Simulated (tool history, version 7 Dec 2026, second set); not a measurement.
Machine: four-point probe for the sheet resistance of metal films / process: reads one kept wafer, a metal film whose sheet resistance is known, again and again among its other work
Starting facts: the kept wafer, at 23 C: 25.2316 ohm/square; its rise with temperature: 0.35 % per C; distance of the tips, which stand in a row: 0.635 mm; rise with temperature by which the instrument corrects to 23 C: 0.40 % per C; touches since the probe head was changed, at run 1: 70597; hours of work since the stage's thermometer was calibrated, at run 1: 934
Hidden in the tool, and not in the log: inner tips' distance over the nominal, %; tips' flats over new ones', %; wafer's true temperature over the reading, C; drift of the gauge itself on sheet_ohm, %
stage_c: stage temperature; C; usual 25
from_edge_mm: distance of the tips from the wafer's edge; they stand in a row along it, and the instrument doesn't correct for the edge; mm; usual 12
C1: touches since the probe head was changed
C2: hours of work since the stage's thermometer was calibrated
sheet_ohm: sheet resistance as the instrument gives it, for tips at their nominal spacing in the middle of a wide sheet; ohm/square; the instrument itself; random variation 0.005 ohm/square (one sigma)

{"run": 1, "hour": 0.0, "stage_c": 25, "from_edge_mm": 12, "C1": 70597, "C2": 934, "sheet_ohm": 25.014399}
{"run": 2, "hour": 48.5, "stage_c": 19, "from_edge_mm": 12, "C1": 73007, "C2": 970, "sheet_ohm": 25.082853}
{"run": 3, "hour": 93.6, "stage_c": 26, "from_edge_mm": 12, "C1": 75249, "C2": 1003, "sheet_ohm": 24.988965}
{"run": 4, "hour": 138.4, "stage_c": 25, "from_edge_mm": 57, "C1": 77474, "C2": 1036, "sheet_ohm": 24.960287}
{"run": 5, "hour": 210.8, "stage_c": 25, "from_edge_mm": 12, "C1": 81074, "C2": 1090, "sheet_ohm": 24.990255}
{"run": 6, "hour": 267.5, "stage_c": 25, "from_edge_mm": 54, "C1": 83894, "C2": 1131, "sheet_ohm": 24.944527}
{"run": 7, "hour": 332.5, "stage_c": 25, "from_edge_mm": 54, "C1": 87124, "C2": 1179, "sheet_ohm": 24.937497}
{"run": 8, "hour": 387.6, "stage_c": 25, "from_edge_mm": 54, "C1": 89862, "C2": 1220, "sheet_ohm": 24.928523}
{"run": 9, "hour": 448.0, "stage_c": 25, "from_edge_mm": 12, "C1": 92868, "C2": 1265, "sheet_ohm": 24.965147}
{"run": 10, "hour": 499.9, "stage_c": 25, "from_edge_mm": 12, "C1": 95447, "C2": 1303, "sheet_ohm": 24.950983}
{"run": 11, "hour": 561.4, "stage_c": 25, "from_edge_mm": 12, "C1": 98504, "C2": 1348, "sheet_ohm": 24.953955}
{"run": 12, "hour": 608.6, "stage_c": 30, "from_edge_mm": 12, "C1": 100849, "C2": 1383, "sheet_ohm": 24.890486}
{"run": 13, "hour": 667.4, "stage_c": 30, "from_edge_mm": 12, "C1": 103771, "C2": 1426, "sheet_ohm": 24.874062}
{"run": 14, "hour": 706.5, "stage_c": 25, "from_edge_mm": 12, "C1": 105716, "C2": 1455, "sheet_ohm": 24.943068}
{"run": 15, "hour": 769.5, "stage_c": 25, "from_edge_mm": 12, "C1": 108845, "C2": 1502, "sheet_ohm": 24.922222}
{"run": 16, "hour": 843.4, "stage_c": 25, "from_edge_mm": 12, "C1": 112517, "C2": 1556, "sheet_ohm": 24.916356}
{"run": 17, "hour": 893.6, "stage_c": 25, "from_edge_mm": 12, "C1": 115015, "C2": 1593, "sheet_ohm": 24.91371}
{"run": 18, "hour": 953.3, "stage_c": 25, "from_edge_mm": 12, "C1": 117980, "C2": 1637, "sheet_ohm": 24.912519}
{"run": 19, "hour": 985.8, "stage_c": 25, "from_edge_mm": 12, "C1": 119597, "C2": 1661, "sheet_ohm": 24.910721}
{"run": 20, "hour": 1040.8, "stage_c": 25, "from_edge_mm": 12, "C1": 122331, "C2": 1702, "sheet_ohm": 24.905363}
{"run": 21, "hour": 1106.0, "stage_c": 21, "from_edge_mm": 24, "C1": 125569, "C2": 1750, "sheet_ohm": 24.919432}
{"run": 22, "hour": 1144.1, "stage_c": 28, "from_edge_mm": 9, "C1": 127466, "C2": 1778, "sheet_ohm": 24.879348}
{"hour": 1165.0, "done": "stage's thermometer calibrated"}
{"run": 23, "hour": 1194.8, "stage_c": 28, "from_edge_mm": 9, "C1": 129962, "C2": 22, "sheet_ohm": 24.934021}
{"run": 24, "hour": 1233.0, "stage_c": 22, "from_edge_mm": 5, "C1": 131860, "C2": 50, "sheet_ohm": 25.152772}
{"run": 25, "hour": 1298.3, "stage_c": 20, "from_edge_mm": 50, "C1": 135104, "C2": 98, "sheet_ohm": 24.966043}
{"run": 26, "hour": 1363.7, "stage_c": 32, "from_edge_mm": 5, "C1": 138356, "C2": 146, "sheet_ohm": 25.026251}
{"run": 27, "hour": 1414.1, "stage_c": 23, "from_edge_mm": 13, "C1": 140863, "C2": 184, "sheet_ohm": 24.948653}
{"run": 28, "hour": 1468.9, "stage_c": 26, "from_edge_mm": 14, "C1": 143586, "C2": 224, "sheet_ohm": 24.901448}
{"run": 29, "hour": 1528.7, "stage_c": 26, "from_edge_mm": 14, "C1": 146557, "C2": 268, "sheet_ohm": 24.893102}
{"run": 30, "hour": 1581.3, "stage_c": 25, "from_edge_mm": 61, "C1": 149171, "C2": 307, "sheet_ohm": 24.883489}
{"run": 31, "hour": 1640.0, "stage_c": 19, "from_edge_mm": 12, "C1": 152090, "C2": 350, "sheet_ohm": 24.979834}
{"run": 32, "hour": 1673.2, "stage_c": 24, "from_edge_mm": 18, "C1": 153738, "C2": 375, "sheet_ohm": 24.899162}
{"run": 33, "hour": 1725.8, "stage_c": 25, "from_edge_mm": 53, "C1": 156354, "C2": 413, "sheet_ohm": 24.847474}
{"run": 34, "hour": 1760.6, "stage_c": 19, "from_edge_mm": 3, "C1": 158085, "C2": 439, "sheet_ohm": 25.514406}
{"run": 35, "hour": 1825.0, "stage_c": 19, "from_edge_mm": 58, "C1": 161286, "C2": 487, "sheet_ohm": 24.915695}
{"run": 36, "hour": 1894.6, "stage_c": 19, "from_edge_mm": 58, "C1": 164743, "C2": 538, "sheet_ohm": 24.921064}
{"run": 37, "hour": 1955.6, "stage_c": 30, "from_edge_mm": 8, "C1": 167773, "C2": 583, "sheet_ohm": 24.860848}
{"run": 38, "hour": 2025.6, "stage_c": 25, "from_edge_mm": 22, "C1": 171257, "C2": 635, "sheet_ohm": 24.829056}
{"run": 39, "hour": 2077.4, "stage_c": 25, "from_edge_mm": 22, "C1": 173830, "C2": 673, "sheet_ohm": 24.829445}

Take each entry between the runs: how does the hidden state at the last listed run before it differ from the hidden state at the first listed run after it?
Logged between run 22 and run 23: stage's thermometer calibrated (hour 1165)
  inner tips' distance over the nominal, %: -1.076 -> -1.091; tips' flats over new ones', %: 26 -> 27; wafer's true temperature over the reading, C: -0.73 -> 0.03
  measured value less the no-hidden-state value, sheet_ohm: -0.355505 -> -0.294898 ohm/square

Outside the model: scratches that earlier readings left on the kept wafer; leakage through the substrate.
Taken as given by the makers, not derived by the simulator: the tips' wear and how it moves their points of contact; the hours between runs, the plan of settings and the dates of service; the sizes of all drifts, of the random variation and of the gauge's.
